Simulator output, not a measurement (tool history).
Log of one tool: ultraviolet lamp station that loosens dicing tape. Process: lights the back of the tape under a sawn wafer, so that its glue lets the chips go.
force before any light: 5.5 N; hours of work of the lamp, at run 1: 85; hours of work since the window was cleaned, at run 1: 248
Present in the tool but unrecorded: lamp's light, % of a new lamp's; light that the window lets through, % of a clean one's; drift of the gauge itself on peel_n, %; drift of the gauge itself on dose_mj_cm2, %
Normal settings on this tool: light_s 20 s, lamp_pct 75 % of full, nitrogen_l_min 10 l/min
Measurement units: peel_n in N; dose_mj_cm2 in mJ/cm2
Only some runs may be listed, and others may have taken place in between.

run	hour	light_s	lamp_pct	nitrogen_l_min	hours of work of the lamp	hours of work since the window was cleaned	peel_n	dose_mj_cm2
1	0	20	75	10	85	248	0.708	332
2	9	20	75	10	89	252	0.727	330
# hour 12: window cleaned of glue's vapour
3	14	20	75	10	92	1	0.594	370
4	21	20	75	15	95	4	0.461	374
5	29.2	20	75	15	99	8	0.454	370
6	34.7	20	75	15	101	10	0.453	366

Expected results for the next run?
7	41.9	20	75	15	104	14	?	?

{"run 7": {"peel_n": 0.46, "dose_mj_cm2": 369}}
Without the tool's hidden state the same run would have given peel_n 0.411 N, dose_mj_cm2 391 mJ/cm2.

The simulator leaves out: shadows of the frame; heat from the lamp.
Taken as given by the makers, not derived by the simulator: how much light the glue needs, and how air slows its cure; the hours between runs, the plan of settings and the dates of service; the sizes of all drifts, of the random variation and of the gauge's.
